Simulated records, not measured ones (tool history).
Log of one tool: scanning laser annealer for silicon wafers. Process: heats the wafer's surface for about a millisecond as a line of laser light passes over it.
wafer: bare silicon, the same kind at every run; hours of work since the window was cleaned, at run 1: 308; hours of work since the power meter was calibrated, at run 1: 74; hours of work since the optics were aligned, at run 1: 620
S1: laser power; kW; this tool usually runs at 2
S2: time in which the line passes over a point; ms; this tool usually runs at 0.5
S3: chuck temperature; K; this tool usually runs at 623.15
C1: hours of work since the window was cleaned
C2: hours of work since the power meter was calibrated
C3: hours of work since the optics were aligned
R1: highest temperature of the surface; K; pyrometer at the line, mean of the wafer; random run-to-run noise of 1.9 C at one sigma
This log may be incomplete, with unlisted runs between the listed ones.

| run | day | S1 | S2 | S3 | C1 | C2 | C3 | R1 |
|---|---|---|---|---|---|---|---|---|
| 1 | 0 | 2 | 0.5 | 623.15 | 308 | 74 | 620 | 1343.15 |
| 2 | 1.458 | 2 | 0.5 | 623.15 | 329 | 95 | 641 | 1341.15 |
| 3 | 2.633 | 2 | 0.5 | 623.15 | 346 | 112 | 658 | 1346.15 |
|  | 3.125 | window over the wafer cleaned |
| 4 | 4.079 | 2 | 0.522 | 623.15 | 14 | 131 | 677 | 1388.15 |
| 5 | 5.404 | 2 | 0.5 | 596.15 | 33 | 150 | 696 | 1341.15 |
| 6 | 6.329 | 2 | 0.5 | 596.15 | 46 | 163 | 710 | 1341.15 |
| 7 | 7.175 | 2 | 0.5 | 596.15 | 58 | 175 | 722 | 1341.15 |
| 8 | 7.775 | 2 | 0.547 | 623.15 | 67 | 184 | 730 | 1397.15 |
| 9 | 8.717 | 2 | 0.547 | 623.15 | 80 | 198 | 744 | 1400.15 |
| 10 | 9.846 | 2 | 0.5 | 623.15 | 96 | 214 | 760 | 1365.15 |
| 11 | 10.746 | 2 | 0.5 | 623.15 | 109 | 227 | 773 | 1360.15 |
| 12 | 11.567 | 2 | 0.5 | 623.15 | 121 | 238 | 785 | 1362.15 |
| 13 | 12.754 | 1.812 | 0.5 | 623.15 | 138 | 256 | 802 | 1288.15 |
| 14 | 13.383 | 2 | 0.363 | 623.15 | 147 | 265 | 811 | 1252.15 |
| 15 | 13.988 | 2 | 0.363 | 623.15 | 156 | 273 | 819 | 1252.15 |
| 16 | 14.796 | 2 | 0.363 | 623.15 | 167 | 285 | 831 | 1247.15 |
| 17 | 15.646 | 1.815 | 0.5 | 623.15 | 180 | 297 | 843 | 1285.15 |
| 18 | 17.021 | 2 | 0.5 | 623.15 | 199 | 317 | 863 | 1349.15 |
| 19 | 17.65 | 1.703 | 0.5 | 623.15 | 208 | 326 | 872 | 1237.15 |
|  | 17.842 | laser's power meter calibrated |
| 20 | 18.642 | 2 | 0.5 | 623.15 | 221 | 11 | 884 | 1350.15 |
| 21 | 19.429 | 2.155 | 0.5 | 659.15 | 232 | 23 | 896 | 1441.15 |
| 22 | 20.908 | 2.155 | 0.5 | 659.15 | 253 | 44 | 917 | 1443.15 |
| 23 | 21.796 | 2.155 | 0.5 | 659.15 | 266 | 57 | 930 | 1440.15 |
|  | 22.658 | laser's power meter calibrated, once more |
| 24 | 22.967 | 2 | 0.472 | 618.15 | 281 | 4 | 945 | 1321.15 |
| 25 | 24.379 | 2 | 0.535 | 623.15 | 301 | 25 | 965 | 1364.15 |
| 26 | 25.467 | 2.128 | 0.362 | 623.15 | 317 | 40 | 981 | 1273.15 |
| 27 | 26.392 | 2.128 | 0.404 | 623.15 | 330 | 54 | 994 | 1307.15 |
| 28 | 27.554 | 2 | 0.504 | 650.15 | 347 | 70 | 1011 | 1368.15 |
|  | 27.983 | window over the wafer cleaned |
| 29 | 28.354 | 1.708 | 0.412 | 653.15 | 5 | 81 | 1021 | 1229.15 |
| 30 | 29.033 | 1.708 | 0.412 | 653.15 | 15 | 90 | 1031 | 1229.15 |
| 31 | 29.671 | 2.161 | 0.449 | 611.15 | 24 | 99 | 1040 | 1380.15 |
| 32 | 30.825 | 2.053 | 0.449 | 611.15 | 41 | 116 | 1056 | 1337.15 |
| 33 | 31.946 | 2.053 | 0.388 | 663.15 | 57 | 132 | 1072 | 1336.15 |
| 34 | 32.967 | 2.053 | 0.388 | 663.15 | 71 | 147 | 1087 | 1337.15 |
| 35 | 34.183 | 1.998 | 0.366 | 623.15 | 89 | 164 | 1104 | 1255.15 |
| 36 | 35.146 | 1.998 | 0.366 | 623.15 | 103 | 178 | 1118 | 1256.15 |
| 37 | 35.879 | 2.118 | 0.442 | 623.15 | 113 | 188 | 1129 | 1359.15 |
| 38 | 37.354 | 2.118 | 0.442 | 623.15 | 134 | 210 | 1150 | 1362.15 |
| 39 | 38.242 | 2 | 0.581 | 648.15 | 147 | 222 | 1163 | 1438.15 |
| 40 | 38.871 | 2 | 0.581 | 648.15 | 156 | 231 | 1172 | 1437.15 |

5 options for the next run, each taken on its own from the tool as it stands now. Forecast them:
| A | 39.95 | 2.169 | 0.46 | 594.15 | 172 | 247 | 1187 | ? |
| B | 39.95 | 1.735 | 0.358 | 648.15 | 172 | 247 | 1187 | ? |
| C | 39.95 | 2.143 | 0.387 | 623.15 | 172 | 247 | 1187 | ? |
| D | 39.95 | 1.839 | 0.401 | 648.15 | 172 | 247 | 1187 | ? |
| E | 39.95 | 2 | 0.5 | 593.15 | 172 | 247 | 1187 | ? |

| run | R1 |
|---|---|
| A | 1356.15 |
| B | 1179.15 |
| C | 1314.15 |
| D | 1247.15 |
| E | 1326.15 |
The same runs, with their run-to-run variation unchanged, on a tool lacking any hidden condition would have given:
| run | R1 |
|---|---|
| A | 1386.15 |
| B | 1199.15 |
| C | 1341.15 |
| D | 1271.15 |
| E | 1355.15 |
